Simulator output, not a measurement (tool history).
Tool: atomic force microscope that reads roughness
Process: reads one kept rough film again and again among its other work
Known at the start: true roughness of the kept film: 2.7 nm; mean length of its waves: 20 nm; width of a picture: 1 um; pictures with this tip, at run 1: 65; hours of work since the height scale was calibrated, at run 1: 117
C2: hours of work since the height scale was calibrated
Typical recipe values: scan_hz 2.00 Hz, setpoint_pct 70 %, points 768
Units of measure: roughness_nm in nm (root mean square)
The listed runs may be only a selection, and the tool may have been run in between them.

Run 1, hour 0.0: usual settings; pictures with this tip 65; C2 117. Result: roughness_nm 2.203 nm (root mean square).
Run 2, hour 5.2: usual settings but points 292; pictures with this tip 74; C2 120. Result: roughness_nm 2.149 nm (root mean square).
At hour 15.2: new tip fitted.
Run 3, hour 15.2: usual settings but points 292; pictures with this tip 0; C2 126. Result: roughness_nm 2.151 nm (root mean square).
Run 4, hour 23.7: usual settings; pictures with this tip 15; C2 132. Result: roughness_nm 2.211 nm (root mean square).
Run 5, hour 33.1: usual settings; pictures with this tip 31; C2 138. Result: roughness_nm 2.225 nm (root mean square).
Run 6, hour 42.8: usual settings; pictures with this tip 47; C2 144. Result: roughness_nm 2.211 nm (root mean square).
Run 7, hour 52.8: usual settings; pictures with this tip 64; C2 151. Result: roughness_nm 2.205 nm (root mean square).
Run 8, hour 62.7: usual settings; pictures with this tip 81; C2 157. Result: roughness_nm 2.214 nm (root mean square).
At hour 68.7: new tip fitted.
Run 9, hour 68.8: usual settings; pictures with this tip 0; C2 161. Result: roughness_nm 2.207 nm (root mean square).
Run 10, hour 78.3: usual settings but setpoint_pct 55 %; pictures with this tip 17; C2 167. Result: roughness_nm 2.304 nm (root mean square).
Run 11, hour 83.7: usual settings but setpoint_pct 55 %; pictures with this tip 26; C2 170. Result: roughness_nm 2.309 nm (root mean square).
Run 12, hour 88.5: usual settings; pictures with this tip 34; C2 173. Result: roughness_nm 2.213 nm (root mean square).
Run 13, hour 98.4: usual settings but points 402; pictures with this tip 51; C2 180. Result: roughness_nm 2.186 nm (root mean square).
Run 14, hour 105.4: usual settings; pictures with this tip 63; C2 184. Result: roughness_nm 2.211 nm (root mean square).
Run 15, hour 113.3: usual settings; pictures with this tip 76; C2 190. Result: roughness_nm 2.210 nm (root mean square).
At hour 121.8: new tip fitted.
Run 16, hour 125.3: usual settings; pictures with this tip 6; C2 197. Result: roughness_nm 2.206 nm (root mean square).
Run 17, hour 134.4: usual settings; pictures with this tip 21; C2 203. Result: roughness_nm 2.212 nm (root mean square).
Run 18, hour 144.7: usual settings; pictures with this tip 39; C2 210. Result: roughness_nm 2.222 nm (root mean square).
Run 19, hour 155.6: usual settings; pictures with this tip 57; C2 217. Result: roughness_nm 2.224 nm (root mean square).
Run 20, hour 160.8: usual settings but scan_hz 2.83 Hz, setpoint_pct 89 %, points 1006; pictures with this tip 66; C2 220. Result: roughness_nm 1.881 nm (root mean square).
Run 21, hour 167.1: usual settings but scan_hz 2.83 Hz, setpoint_pct 89 %, points 1006; pictures with this tip 77; C2 224. Result: roughness_nm 1.858 nm (root mean square).
At hour 175.9: new tip fitted.
Run 22, hour 177.1: usual settings but scan_hz 1.42 Hz, points 505; pictures with this tip 2; C2 230. Result: roughness_nm 2.239 nm (root mean square).
Run 23, hour 185.2: usual settings but scan_hz 2.85 Hz, setpoint_pct 80 %, points 942; pictures with this tip 16; C2 235. Result: roughness_nm 2.032 nm (root mean square).
Run 24, hour 190.9: usual settings but setpoint_pct 86 %, points 834; pictures with this tip 25; C2 239. Result: roughness_nm 2.033 nm (root mean square).
Run 25, hour 196.2: usual settings but scan_hz 1.12 Hz; pictures with this tip 34; C2 243. Result: roughness_nm 2.287 nm (root mean square).
Run 26, hour 204.6: usual settings but scan_hz 1.12 Hz; pictures with this tip 49; C2 248. Result: roughness_nm 2.288 nm (root mean square).
Run 27, hour 216.1: usual settings but scan_hz 1.93 Hz, setpoint_pct 61 %, points 311; pictures with this tip 68; C2 256. Result: roughness_nm 2.236 nm (root mean square).
Run 28, hour 227.3: usual settings but scan_hz 1.93 Hz, setpoint_pct 61 %, points 311; pictures with this tip 87; C2 263. Result: roughness_nm 2.227 nm (root mean square).
At hour 229.4: new tip fitted.
Run 29, hour 232.5: usual settings but scan_hz 1.93 Hz, setpoint_pct 61 %, points 311; pictures with this tip 5; C2 266. Result: roughness_nm 2.232 nm (root mean square).
Run 30, hour 242.7: usual settings but scan_hz 0.89 Hz, setpoint_pct 82 %, points 916; pictures with this tip 23; C2 272. Result: roughness_nm 2.233 nm (root mean square).
Run 31, hour 253.8: usual settings but scan_hz 0.89 Hz, setpoint_pct 82 %, points 916; pictures with this tip 41; C2 280. Result: roughness_nm 2.224 nm (root mean square).
Run 32, hour 258.6: usual settings but scan_hz 0.89 Hz, setpoint_pct 82 %, points 916; pictures with this tip 50; C2 283. Result: roughness_nm 2.234 nm (root mean square).
Run 33, hour 267.5: usual settings but scan_hz 0.89 Hz, setpoint_pct 82 %, points 916; pictures with this tip 65; C2 289. Result: roughness_nm 2.236 nm (root mean square).
Run 34, hour 273.1: usual settings but scan_hz 0.63 Hz; pictures with this tip 74; C2 292. Result: roughness_nm 2.325 nm (root mean square).
Run 35, hour 278.1: usual settings but scan_hz 2.10 Hz, setpoint_pct 73 %; pictures with this tip 83; C2 295. Result: roughness_nm 2.179 nm (root mean square).
At hour 283.2: new tip fitted.
Run 36, hour 289.6: usual settings but scan_hz 3.20 Hz, setpoint_pct 71 %; pictures with this tip 11; C2 303. Result: roughness_nm 2.117 nm (root mean square).
Run 37, hour 295.3: usual settings but scan_hz 1.81 Hz, setpoint_pct 64 %; pictures with this tip 20; C2 306. Result: roughness_nm 2.267 nm (root mean square).

What differs in the tool's unlogged condition from the final listed run ahead of each entry between runs to the first listed run following it?
From run 2 to run 3: new tip fitted (hour 15.2)
  radius of the tip, nm: 5.1 -> 5
From run 8 to run 9: new tip fitted (hour 68.7)
  the hidden state is the same at both runs
From run 15 to run 16: new tip fitted (hour 121.8)
  the hidden state is the same at both runs
From run 21 to run 22: new tip fitted (hour 175.9)
  the hidden state is the same at both runs
From run 28 to run 29: new tip fitted (hour 229.4)
  radius of the tip, nm: 5.1 -> 5
From run 35 to run 36: new tip fitted (hour 283.2)
  radius of the tip, nm: 5.1 -> 5
